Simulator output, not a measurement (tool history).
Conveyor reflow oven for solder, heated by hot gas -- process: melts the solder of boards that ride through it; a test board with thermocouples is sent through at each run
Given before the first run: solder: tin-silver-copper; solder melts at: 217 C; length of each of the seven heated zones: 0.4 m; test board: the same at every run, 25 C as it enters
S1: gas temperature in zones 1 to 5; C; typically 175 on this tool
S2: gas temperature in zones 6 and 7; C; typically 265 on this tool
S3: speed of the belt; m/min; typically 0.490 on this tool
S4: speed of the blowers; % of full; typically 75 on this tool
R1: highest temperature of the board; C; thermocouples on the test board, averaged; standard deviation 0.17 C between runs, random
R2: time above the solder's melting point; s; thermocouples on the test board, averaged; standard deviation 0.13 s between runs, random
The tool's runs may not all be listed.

run 1 day=0.000 | S1=175 S2=265 S3=0.490 S4=75 | R1=252.6 R2=75.1
run 2 day=0.871 | S1=175 S2=265 S3=0.490 S4=75 | R1=252.4 R2=74.9
run 3 day=1.883 | S1=175 S2=265 S3=0.490 S4=75 | R1=252.4 R2=74.8
run 4 day=2.804 | S1=175 S2=265 S3=0.490 S4=75 | R1=252.3 R2=75.0
run 5 day=4.346 | S1=175 S2=259 S3=0.490 S4=75 | R1=246.7 R2=69.7
run 6 day=5.917 | S1=166 S2=265 S3=0.490 S4=75 | R1=250.5 R2=69.5
run 7 day=6.971 | S1=166 S2=265 S3=0.490 S4=75 | R1=250.3 R2=69.2
run 8 day=8.804 | S1=175 S2=254 S3=0.490 S4=75 | R1=241.5 R2=64.6
run 9 day=10.175 | S1=175 S2=254 S3=0.490 S4=75 | R1=241.5 R2=63.9
-- day=11.388 flux residue cleaned out of gas plates and filters
run 10 day=11.788 | S1=175 S2=254 S3=0.490 S4=75 | R1=242.9 R2=67.3
run 11 day=13.221 | S1=175 S2=254 S3=0.490 S4=75 | R1=243.2 R2=67.2
run 12 day=14.342 | S1=175 S2=254 S3=0.490 S4=75 | R1=243.0 R2=66.9
run 13 day=15.508 | S1=175 S2=265 S3=0.490 S4=75 | R1=252.7 R2=76.3
run 14 day=16.933 | S1=175 S2=265 S3=0.490 S4=75 | R1=252.6 R2=76.0
run 15 day=18.096 | S1=175 S2=265 S3=0.490 S4=75 | R1=252.4 R2=75.6
run 16 day=19.396 | S1=175 S2=265 S3=0.490 S4=75 | R1=252.5 R2=75.7
run 17 day=20.729 | S1=175 S2=265 S3=0.490 S4=75 | R1=251.9 R2=75.7
run 18 day=22.571 | S1=187 S2=265 S3=0.556 S4=83 | R1=252.2 R2=71.3
run 19 day=23.817 | S1=187 S2=265 S3=0.556 S4=83 | R1=251.8 R2=71.3
run 20 day=25.550 | S1=164 S2=265 S3=0.556 S4=83 | R1=248.1 R2=57.9
run 21 day=26.646 | S1=184 S2=266 S3=0.458 S4=59 | R1=252.2 R2=85.0
run 22 day=27.562 | S1=179 S2=258 S3=0.490 S4=75 | R1=245.9 R2=71.6
run 23 day=28.362 | S1=179 S2=258 S3=0.490 S4=75 | R1=245.8 R2=71.7
run 24 day=29.800 | S1=161 S2=270 S3=0.434 S4=55 | R1=252.4 R2=77.8
run 25 day=30.733 | S1=173 S2=273 S3=0.490 S4=75 | R1=258.1 R2=79.0
run 26 day=32.192 | S1=178 S2=265 S3=0.490 S4=75 | R1=251.2 R2=76.4
run 27 day=33.533 | S1=167 S2=265 S3=0.491 S4=75 | R1=249.6 R2=69.3
run 28 day=34.612 | S1=179 S2=268 S3=0.552 S4=53 | R1=244.3 R2=57.7
-- day=36.017 flux residue cleaned out of gas plates and filters
run 29 day=36.488 | S1=179 S2=268 S3=0.588 S4=53 | R1=244.1 R2=54.0
run 30 day=38.375 | S1=175 S2=265 S3=0.527 S4=75 | R1=250.8 R2=69.3
run 31 day=39.533 | S1=182 S2=261 S3=0.490 S4=75 | R1=250.0 R2=78.2

3 options for the next run, each taken on its own from the tool as it stands now. Forecast them:
run A day=40.346 | S1=173 S2=273 S3=0.490 S4=75 | R1=? R2=?
run B day=40.346 | S1=180 S2=261 S3=0.490 S4=72 | R1=? R2=?
run C day=40.346 | S1=175 S2=262 S3=0.519 S4=60 | R1=? R2=?

run=A R1=259.4 R2=81.1
run=B R1=249.2 R2=76.2
run=C R1=244.8 R2=63.0
The same runs, with their run-to-run variation unchanged, on a tool lacking any hidden condition would have given:
run=A R1=260.5 R2=80.5
run=B R1=250.3 R2=75.9
run=C R1=245.7 R2=62.9
